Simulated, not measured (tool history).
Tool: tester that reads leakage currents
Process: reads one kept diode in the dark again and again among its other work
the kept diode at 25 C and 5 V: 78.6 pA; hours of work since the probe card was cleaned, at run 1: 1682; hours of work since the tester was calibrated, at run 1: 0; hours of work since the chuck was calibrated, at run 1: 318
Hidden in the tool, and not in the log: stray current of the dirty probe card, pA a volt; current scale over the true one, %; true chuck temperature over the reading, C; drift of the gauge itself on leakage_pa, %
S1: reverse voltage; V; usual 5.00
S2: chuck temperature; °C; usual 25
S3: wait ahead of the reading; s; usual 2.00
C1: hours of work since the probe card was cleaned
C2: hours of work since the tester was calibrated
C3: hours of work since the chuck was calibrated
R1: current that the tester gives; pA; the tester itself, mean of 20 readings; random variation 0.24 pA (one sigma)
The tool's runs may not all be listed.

run    hour     S1  S2    S3    C1    C2    C3       R1
  1     0.0   5.00  25  2.00  1682     0   318    79.14
  2    95.3   5.00  25  2.00  1739    56   374    79.00
  3   146.8   5.00  25  2.00  1769    87   404    79.09
  4   242.4   5.00  25  2.00  1825   143   461    79.11
  5   293.9   5.00  25  2.00  1856   173   491    78.88
  6   394.1   5.00  25  2.00  1915   232   550    79.25
  7   447.8   5.00  25  2.00  1947   264   582    78.58
  8   527.4   5.00  25  2.00  1994   311   629    79.04
  9   636.9   5.92  25  2.00  2058   376   693    84.98
 10   711.0   5.92  25  2.00  2102   419   737    85.05
 11   789.5   5.92  25  2.00  2148   466   783    84.79
 12   897.7   5.92  25  2.00  2212   529   847    85.39
 13  1002.7   5.92  25  2.00  2274   591   909    85.03
 14  1068.5  13.08  25  2.00  2313   630   948   119.73
 15  1165.8  13.08  25  2.00  2370   688  1005   119.23
 16  1270.3   5.00  25  2.00  2432   749  1067    79.11
 17  1370.7   5.00  25  2.00  2491   808  1126    79.46
 18  1457.4   5.00  25  2.00  2542   860  1177    79.21
 19  1519.2   5.00  25  2.00  2579   896  1214    79.17
 20  1627.7   5.00  25  2.00  2643   960  1278    79.09
     1731.7  -- probe card cleaned and baked
 21  1741.9   2.54  25  1.72     6  1026  1343    58.84
 22  1821.8   5.23  44  8.16    53  1073  1391   416.90
 23  1872.5   5.23  44  8.16    83  1103  1420   416.71
 24  1945.1   2.00  46  2.00   126  1146  1463   324.66
 25  2003.5   2.00  46  2.00   160  1180  1498   325.47
 26  2069.1   9.05  46  0.85   199  1219  1536   619.36
 27  2176.3   9.05  46  0.85   262  1282  1600   623.66
 28  2239.1   9.05  46  0.85   299  1319  1637   623.18
 29  2309.1   9.05  24  0.85   341  1360  1678    94.10
 30  2393.0   5.00  27  9.90   390  1410  1728    94.50
 31  2447.0   1.27  34  0.60   422  1442  1759    98.44
 32  2529.7   5.00  59  0.37   471  1490  1808  1316.62
 33  2637.5   5.00  26  0.66   534  1554  1872    87.62
 34  2743.1   8.02  50  0.90   597  1616  1934   811.55
 35  2792.4   2.95  33  0.78   626  1645  1963   129.87
     2865.0  -- chuck's temperature calibrated
 36  2881.6   2.95  33  0.78   677  1697    10   129.50
 37  2957.5   2.95  33  0.78   722  1741    55   129.62
 38  3018.4   2.95  33  0.78   758  1777    91   128.83
 39  3125.3   3.57  27  0.32   821  1840   154    83.29

3 ways to go on from here, each from the tool as it stands after run 39. What would each give?
  A  3184.2   4.61  25  1.05  856  1875  188   ?
  B  3184.2   4.80  27  0.32  856  1875  188   ?
  C  3184.2  11.33  27  7.79  856  1875  188   ?

run      R1
  A   76.84
  B   94.67
  C  133.69
Without the tool's hidden state the same runs would have given:
run      R1
  A   76.83
  B   94.66
  C  133.67

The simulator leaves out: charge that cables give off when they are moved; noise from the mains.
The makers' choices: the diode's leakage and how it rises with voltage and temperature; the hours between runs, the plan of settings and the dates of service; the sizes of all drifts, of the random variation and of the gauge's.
